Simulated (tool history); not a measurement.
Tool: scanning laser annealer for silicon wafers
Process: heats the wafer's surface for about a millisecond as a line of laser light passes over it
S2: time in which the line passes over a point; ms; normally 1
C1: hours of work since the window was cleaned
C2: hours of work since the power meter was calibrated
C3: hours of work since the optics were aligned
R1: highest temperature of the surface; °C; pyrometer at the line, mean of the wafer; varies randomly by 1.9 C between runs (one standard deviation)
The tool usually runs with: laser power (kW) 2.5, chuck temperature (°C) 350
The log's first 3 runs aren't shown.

run 4 hour=115.9 | laser_power_(kW)=2.5 S2=1 chuck_temperature_(°C)=350 | C1=964 C2=917 C3=1579 | R1=1069
run 5 hour=140.6 | laser_power_(kW)=2.5 S2=1 chuck_temperature_(°C)=350 | C1=979 C2=932 C3=1595 | R1=1066
-- hour=168.8 window over the wafer cleaned
run 6 hour=178.8 | laser_power_(kW)=2.5 S2=1 chuck_temperature_(°C)=350 | C1=6 C2=955 C3=1617 | R1=1098
run 7 hour=207.5 | laser_power_(kW)=2.5 S2=0.82 chuck_temperature_(°C)=350 | C1=24 C2=972 C3=1635 | R1=1022
run 8 hour=250.3 | laser_power_(kW)=2.5 S2=0.82 chuck_temperature_(°C)=350 | C1=51 C2=999 C3=1662 | R1=1020
run 9 hour=278.3 | laser_power_(kW)=2.5 S2=0.82 chuck_temperature_(°C)=350 | C1=68 C2=1016 C3=1679 | R1=1019
run 10 hour=305.4 | laser_power_(kW)=2.5 S2=1 chuck_temperature_(°C)=334 | C1=85 C2=1033 C3=1696 | R1=1081
run 11 hour=349.3 | laser_power_(kW)=2.5 S2=1 chuck_temperature_(°C)=334 | C1=112 C2=1061 C3=1723 | R1=1078
run 12 hour=369 | laser_power_(kW)=2.5 S2=1 chuck_temperature_(°C)=350 | C1=125 C2=1073 C3=1735 | R1=1094
run 13 hour=405.8 | laser_power_(kW)=2.5 S2=1 chuck_temperature_(°C)=350 | C1=148 C2=1096 C3=1758 | R1=1095
run 14 hour=430.7 | laser_power_(kW)=2.5 S2=1 chuck_temperature_(°C)=350 | C1=163 C2=1111 C3=1774 | R1=1091
run 15 hour=456.1 | laser_power_(kW)=2.5 S2=1 chuck_temperature_(°C)=350 | C1=179 C2=1127 C3=1790 | R1=1092
run 16 hour=492.9 | laser_power_(kW)=2.126 S2=1 chuck_temperature_(°C)=350 | C1=202 C2=1150 C3=1813 | R1=974
run 17 hour=520.2 | laser_power_(kW)=2.126 S2=1 chuck_temperature_(°C)=350 | C1=219 C2=1167 C3=1829 | R1=973

What does the tool deliver on the next run?
-- hour=548.8 optics aligned, line set to its width
run 18 hour=562.5 | laser_power_(kW)=2.674 S2=1.1 chuck_temperature_(°C)=350 | C1=242 C2=1190 C3=9 | R1=?

Run 18 produced R1 1200 °C.
If the tool had no hidden condition, the same run with the same run-to-run variation would have returned R1 1218 °C.
